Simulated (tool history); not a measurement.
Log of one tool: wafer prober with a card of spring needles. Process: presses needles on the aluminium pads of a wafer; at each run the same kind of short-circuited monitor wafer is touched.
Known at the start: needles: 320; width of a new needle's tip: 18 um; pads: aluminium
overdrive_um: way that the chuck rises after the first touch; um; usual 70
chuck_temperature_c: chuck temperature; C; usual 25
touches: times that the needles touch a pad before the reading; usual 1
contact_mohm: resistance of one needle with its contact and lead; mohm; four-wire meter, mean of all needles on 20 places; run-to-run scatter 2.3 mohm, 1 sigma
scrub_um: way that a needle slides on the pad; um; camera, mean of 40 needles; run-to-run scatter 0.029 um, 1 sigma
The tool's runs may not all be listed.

run	hour	overdrive_um	chuck_temperature_c	touches	contact_mohm	scrub_um
1	0.0	70	25	1	261	11.65
# hour 2.5: tips cleaned on abrasive film
# hour 8.7: tips cleaned on abrasive film
# hour 15.2: tips cleaned on abrasive film
# hour 21.6: tips cleaned on abrasive film
# hour 26.8: tips cleaned on abrasive film
2	27.1	70	25	1	266	11.70
# hour 32.3: tips cleaned on abrasive film
# hour 38.4: tips cleaned on abrasive film
# hour 43.6: tips cleaned on abrasive film
3	48.3	70	25	1	265	11.69
# hour 49.7: tips cleaned on abrasive film
# hour 55.6: tips cleaned on abrasive film
# hour 61.9: tips cleaned on abrasive film
# hour 68.4: tips cleaned on abrasive film
4	69.6	70	25	1	265	11.67
# hour 74.8: tips cleaned on abrasive film
# hour 81.3: tips cleaned on abrasive film
# hour 87.5: tips cleaned on abrasive film
5	89.9	70	25	1	264	11.60
# hour 93.8: tips cleaned on abrasive film
# hour 100.3: tips cleaned on abrasive film
# hour 106.7: tips cleaned on abrasive film
# hour 113.2: tips cleaned on abrasive film
6	115.5	70	25	1	263	11.61
# hour 119.4: tips cleaned on abrasive film
# hour 125.9: tips cleaned on abrasive film
# hour 132.2: tips cleaned on abrasive film
# hour 138.5: tips cleaned on abrasive film
7	139.4	70	25	1	263	11.62
# hour 144.6: tips cleaned on abrasive film
# hour 151.0: tips cleaned on abrasive film
# hour 157.4: tips cleaned on abrasive film
8	158.3	70	25	1	264	11.50
# hour 163.4: tips cleaned on abrasive film
# hour 169.9: tips cleaned on abrasive film
# hour 174.8: height of the first contact set anew
9	174.8	70	48	1	267	11.52
# hour 176.2: tips cleaned on abrasive film
# hour 182.4: tips cleaned on abrasive film
# hour 188.8: tips cleaned on abrasive film
10	191.6	70	48	1	269	11.52
# hour 194.3: tips cleaned on abrasive film
# hour 200.6: tips cleaned on abrasive film
11	203.1	70	48	1	269	11.47
# hour 207.1: tips cleaned on abrasive film
# hour 212.2: tips cleaned on abrasive film
# hour 217.6: tips cleaned on abrasive film
12	217.6	70	48	1	268	11.45
# hour 223.8: tips cleaned on abrasive film
# hour 229.0: tips cleaned on abrasive film
# hour 234.2: tips cleaned on abrasive film
13	237.8	57	48	1	278	9.38
# hour 240.4: tips cleaned on abrasive film
# hour 246.7: tips cleaned on abrasive film
14	249.7	70	25	1	264	11.44
# hour 252.3: tips cleaned on abrasive film
# hour 258.7: tips cleaned on abrasive film
# hour 265.1: tips cleaned on abrasive film
# hour 271.3: tips cleaned on abrasive film
15	274.6	59	102	3	291	9.57
# hour 275.7: gauge calibrated
# hour 277.1: tips cleaned on abrasive film
# hour 283.4: tips cleaned on abrasive film
# hour 289.8: tips cleaned on abrasive film
16	294.6	51	62	1	282	8.47
# hour 296.0: tips cleaned on abrasive film
# hour 301.1: tips cleaned on abrasive film
# hour 307.6: tips cleaned on abrasive film
# hour 312.8: tips cleaned on abrasive film
# hour 319.2: tips cleaned on abrasive film
17	321.1	76	77	1	281	12.62
# hour 324.8: tips cleaned on abrasive film
# hour 330.0: tips cleaned on abrasive film
# hour 336.5: tips cleaned on abrasive film
18	339.2	76	77	1	280	12.61
# hour 341.7: tips cleaned on abrasive film
# hour 347.9: tips cleaned on abrasive film
# hour 354.3: tips cleaned on abrasive film
# hour 355.8: height of the first contact set anew
# hour 360.9: tips cleaned on abrasive film
# hour 366.1: tips cleaned on abrasive film
19	366.1	76	77	1	279	12.62
# hour 371.3: tips cleaned on abrasive film
# hour 377.6: tips cleaned on abrasive film
# hour 384.1: tips cleaned on abrasive film
# hour 390.4: tips cleaned on abrasive film
20	392.3	76	77	1	274	12.60
# hour 396.0: tips cleaned on abrasive film
# hour 402.4: tips cleaned on abrasive film
# hour 408.7: tips cleaned on abrasive film
# hour 414.7: tips cleaned on abrasive film
21	414.7	70	70	1	279	11.57
# hour 421.2: tips cleaned on abrasive film
# hour 427.5: tips cleaned on abrasive film
# hour 433.8: tips cleaned on abrasive film
22	435.3	90	25	2	260	14.88
# hour 439.0: tips cleaned on abrasive film
# hour 445.4: tips cleaned on abrasive film
# hour 451.7: tips cleaned on abrasive film
# hour 458.1: tips cleaned on abrasive film
23	459.3	70	27	1	263	11.49
# hour 464.5: tips cleaned on abrasive film
# hour 470.8: tips cleaned on abrasive film
# hour 477.2: tips cleaned on abrasive film
# hour 483.2: tips cleaned on abrasive film
24	483.2	60	32	1	271	9.86
# hour 489.7: tips cleaned on abrasive film
# hour 496.0: tips cleaned on abrasive film
25	500.2	60	32	1	266	9.87
# hour 501.6: tips cleaned on abrasive film
# hour 508.0: tips cleaned on abrasive film
# hour 514.3: tips cleaned on abrasive film
26	519.4	70	25	2	262	11.48
# hour 520.8: tips cleaned on abrasive film
# hour 527.0: tips cleaned on abrasive film
# hour 532.2: tips cleaned on abrasive film
# hour 536.3: height of the first contact set anew
# hour 539.0: tips cleaned on abrasive film
27	539.0	70	36	2	263	11.47

Subtracting, for every run, the result it would have given without the tool's unlogged condition from the measured result gives the following. The same run-to-run variation enters both numbers; the gauge's scatter may not:
Hidden state present: debris on the tips, nm; way that the needles fall short of the set height, um; tips' diameter, um; drift of the gauge itself on contact_mohm, %; drift of the gauge itself on scrub_um, %.
run	scrub_um
1	+0.00
2	-0.03
3	-0.05
4	-0.07
5	-0.09
6	-0.12
7	-0.14
8	-0.17
9	-0.18
10	-0.19
11	-0.20
12	-0.22
13	-0.19
14	-0.25
15	-0.24
16	-0.02
17	-0.06
18	-0.07
19	-0.09
20	-0.12
21	-0.14
22	-0.21
23	-0.19
24	-0.19
25	-0.20
26	-0.25
27	-0.26
For contact_mohm, the value without the hidden state is never more than 1 mohm from the measured value.

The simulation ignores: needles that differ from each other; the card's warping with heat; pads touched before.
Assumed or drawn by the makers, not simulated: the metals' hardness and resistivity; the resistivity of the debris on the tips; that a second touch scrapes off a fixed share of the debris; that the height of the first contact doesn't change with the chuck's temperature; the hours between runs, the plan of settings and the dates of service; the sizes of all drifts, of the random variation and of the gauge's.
